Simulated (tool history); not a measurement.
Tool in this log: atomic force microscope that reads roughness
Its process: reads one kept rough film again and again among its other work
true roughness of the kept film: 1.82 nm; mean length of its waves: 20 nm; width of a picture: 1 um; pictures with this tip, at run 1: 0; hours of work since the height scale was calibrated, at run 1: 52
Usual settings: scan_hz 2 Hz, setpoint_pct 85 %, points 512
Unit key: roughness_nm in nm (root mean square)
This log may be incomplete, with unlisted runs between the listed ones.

| run | hour | scan_hz | setpoint_pct | points | pictures with this tip | hours of work since the height scale was calibrated | roughness_nm |
|---|---|---|---|---|---|---|---|
| 1 | 0 | 2 | 85 | 512 | 0 | 52 | 1.354 |
| 2 | 30.4 | 2 | 85 | 512 | 68 | 73 | 1.303 |
| 3 | 63.2 | 2 | 85 | 512 | 142 | 97 | 1.276 |
| 4 | 100.4 | 2 | 85 | 512 | 226 | 123 | 1.239 |
|  | 103.4 | new tip fitted |
| 5 | 138.6 | 1.74 | 85 | 512 | 79 | 150 | 1.345 |
| 6 | 172.4 | 1.74 | 85 | 512 | 156 | 174 | 1.301 |
| 7 | 192.2 | 1.74 | 85 | 391 | 200 | 189 | 1.281 |
|  | 208.3 | new tip fitted |
| 8 | 220.7 | 1.74 | 61 | 391 | 28 | 209 | 1.536 |
| 9 | 263.4 | 1.74 | 61 | 391 | 124 | 239 | 1.465 |
| 10 | 299.4 | 1.74 | 61 | 391 | 205 | 265 | 1.441 |
|  | 314 | new tip fitted |
| 11 | 330.4 | 2 | 85 | 512 | 37 | 287 | 1.329 |
| 12 | 370.4 | 2 | 85 | 512 | 128 | 315 | 1.274 |
| 13 | 405.9 | 2 | 76 | 512 | 208 | 340 | 1.338 |
|  | 417 | new tip fitted |
| 14 | 447.3 | 2 | 76 | 512 | 69 | 370 | 1.391 |
| 15 | 492.2 | 2 | 76 | 379 | 170 | 402 | 1.354 |
|  | 523.3 | new tip fitted |
| 16 | 524 | 2 | 85 | 512 | 2 | 424 | 1.345 |
| 17 | 546.1 | 2 | 85 | 512 | 52 | 440 | 1.319 |
| 18 | 579.1 | 2 | 85 | 512 | 127 | 464 | 1.275 |
| 19 | 599.6 | 2 | 85 | 512 | 173 | 478 | 1.271 |
| 20 | 623.8 | 2 | 85 | 512 | 227 | 495 | 1.231 |
|  | 627.9 | new tip fitted |
|  | 628.9 | height scale calibrated on a step standard |
| 21 | 655.6 | 2 | 85 | 512 | 61 | 19 | 1.312 |
| 22 | 685.9 | 2 | 85 | 330 | 129 | 41 | 1.274 |
| 23 | 729.3 | 2 | 85 | 330 | 227 | 72 | 1.214 |
|  | 732 | new tip fitted |
| 24 | 769.9 | 2 | 85 | 330 | 86 | 100 | 1.28 |
| 25 | 802.7 | 0.9 | 85 | 282 | 160 | 124 | 1.383 |
|  | 836.7 | new tip fitted |
| 26 | 841.6 | 0.73 | 77 | 884 | 11 | 151 | 1.568 |
| 27 | 860.6 | 0.73 | 77 | 884 | 53 | 165 | 1.533 |
|  | 895.6 | height scale calibrated on a step standard, once more |
| 28 | 906.6 | 2 | 65 | 512 | 155 | 8 | 1.445 |
| 29 | 926.4 | 2.25 | 89 | 843 | 200 | 22 | 1.191 |
|  | 940.7 | new tip fitted |
| 30 | 959.3 | 1.18 | 57 | 448 | 42 | 45 | 1.572 |
| 31 | 998.8 | 0.73 | 73 | 324 | 131 | 73 | 1.472 |
| 32 | 1029.5 | 1.5 | 85 | 512 | 201 | 95 | 1.285 |
|  | 1044.9 | new tip fitted |
| 33 | 1051.4 | 1.5 | 85 | 512 | 15 | 111 | 1.408 |
| 34 | 1088 | 0.85 | 74 | 568 | 97 | 137 | 1.504 |
| 35 | 1116.2 | 0.85 | 74 | 568 | 161 | 157 | 1.47 |
| 36 | 1145.7 | 0.67 | 85 | 706 | 228 | 178 | 1.412 |
|  | 1149 | new tip fitted |
| 37 | 1183 | 2.32 | 59 | 1023 | 77 | 204 | 1.51 |
| 38 | 1225.4 | 2 | 75 | 367 | 172 | 234 | 1.35 |
| 39 | 1245.8 | 2 | 75 | 367 | 219 | 249 | 1.321 |
|  | 1251.7 | new tip fitted |
| 40 | 1271.9 | 2 | 58 | 439 | 45 | 267 | 1.552 |
| 41 | 1314.9 | 2 | 58 | 439 | 143 | 298 | 1.488 |
|  | 1356.9 | new tip fitted |
| 42 | 1356.9 | 0.81 | 67 | 615 | 0 | 328 | 1.583 |
| 43 | 1398.8 | 0.81 | 67 | 615 | 95 | 358 | 1.538 |
| 44 | 1443.5 | 0.81 | 85 | 512 | 196 | 390 | 1.399 |

5 options for the next run, each taken on its own from the tool as it stands now. Forecast them:
|  | 1460.8 | new tip fitted |
| A | 1485.6 | 1.85 | 55 | 329 | 56 | 419 | ? |
|  | 1460.8 | new tip fitted |
| B | 1485.6 | 0.53 | 89 | 728 | 56 | 419 | ? |
|  | 1460.8 | new tip fitted |
| C | 1485.6 | 1.84 | 70 | 512 | 56 | 419 | ? |
|  | 1460.8 | new tip fitted |
| D | 1485.6 | 2 | 78 | 264 | 56 | 419 | ? |
|  | 1460.8 | new tip fitted |
| E | 1485.6 | 0.65 | 60 | 450 | 56 | 419 | ? |

| run | roughness_nm |
|---|---|
| A | 1.523 |
| B | 1.505 |
| C | 1.465 |
| D | 1.335 |
| E | 1.578 |
What these runs would have given with no unlogged condition in the tool:
| run | roughness_nm |
|---|---|
| A | 1.569 |
| B | 1.551 |
| C | 1.509 |
| D | 1.375 |
| E | 1.625 |
